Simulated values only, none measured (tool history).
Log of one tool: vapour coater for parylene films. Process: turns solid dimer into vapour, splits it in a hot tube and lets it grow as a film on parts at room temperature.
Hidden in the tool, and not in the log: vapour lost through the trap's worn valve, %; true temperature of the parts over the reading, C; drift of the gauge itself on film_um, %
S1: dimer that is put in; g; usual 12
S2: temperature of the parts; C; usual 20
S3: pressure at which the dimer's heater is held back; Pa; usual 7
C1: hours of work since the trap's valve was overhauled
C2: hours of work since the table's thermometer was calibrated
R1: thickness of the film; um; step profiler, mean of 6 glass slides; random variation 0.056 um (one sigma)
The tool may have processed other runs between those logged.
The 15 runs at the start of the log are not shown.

{"run": 16, "hour": 922.1, "S1": 10, "S2": 20, "S3": 7, "C1": 259, "C2": 158, "R1": 5.06}
{"run": 17, "hour": 966.3, "S1": 12, "S2": 20, "S3": 10.06, "C1": 287, "C2": 186, "R1": 5.77}
{"run": 18, "hour": 1017.0, "S1": 13, "S2": 29, "S3": 4.85, "C1": 319, "C2": 218, "R1": 4.38}
{"run": 19, "hour": 1063.1, "S1": 6, "S2": 20, "S3": 2.2, "C1": 348, "C2": 248, "R1": 3.5}
{"run": 20, "hour": 1117.1, "S1": 6, "S2": 20, "S3": 2.2, "C1": 382, "C2": 282, "R1": 3.43}
{"run": 21, "hour": 1188.7, "S1": 12, "S2": 12, "S3": 8.35, "C1": 427, "C2": 327, "R1": 8}
{"run": 22, "hour": 1263.5, "S1": 20, "S2": 20, "S3": 2.66, "C1": 475, "C2": 375, "R1": 10.82}
{"run": 23, "hour": 1350.6, "S1": 8, "S2": 27, "S3": 5.27, "C1": 530, "C2": 430, "R1": 2.77}
{"hour": 1431.8, "done": "trap's valve overhauled"}
{"run": 24, "hour": 1434.3, "S1": 8, "S2": 27, "S3": 5.27, "C1": 2, "C2": 480, "R1": 3.16}
{"run": 25, "hour": 1509.7, "S1": 15, "S2": 32, "S3": 2.04, "C1": 49, "C2": 528, "R1": 5.22}
{"run": 26, "hour": 1571.8, "S1": 11, "S2": 20, "S3": 5.45, "C1": 89, "C2": 567, "R1": 5.99}
{"run": 27, "hour": 1619.4, "S1": 12, "S2": 31, "S3": 5.03, "C1": 119, "C2": 598, "R1": 3.8}
{"run": 28, "hour": 1702.8, "S1": 12, "S2": 31, "S3": 5.03, "C1": 172, "C2": 650, "R1": 3.72}
{"run": 29, "hour": 1751.0, "S1": 12, "S2": 31, "S3": 5.03, "C1": 202, "C2": 681, "R1": 3.71}
{"run": 30, "hour": 1810.3, "S1": 12, "S2": 31, "S3": 5.03, "C1": 240, "C2": 718, "R1": 3.69}
{"run": 31, "hour": 1873.9, "S1": 7, "S2": 15, "S3": 2.57, "C1": 280, "C2": 759, "R1": 4.78}
{"run": 32, "hour": 1912.0, "S1": 5, "S2": 21, "S3": 5.77, "C1": 304, "C2": 783, "R1": 2.42}

Forecast each of these 3 alternatives for the next run:
{"run": "A", "hour": 1993.5, "S1": 19, "S2": 17, "S3": 10.05, "C1": 356, "C2": 834, "R1": "?"}
{"run": "B", "hour": 1993.5, "S1": 13, "S2": 23, "S3": 3.23, "C1": 356, "C2": 834, "R1": "?"}
{"run": "C", "hour": 1993.5, "S1": 6, "S2": 25, "S3": 10.46, "C1": 356, "C2": 834, "R1": "?"}

run=A R1=10.24
run=B R1=6.11
run=C R1=2.15
Without the tool's hidden state the same runs would have given:
run=A R1=11.45
run=B R1=6.83
run=C R1=2.41
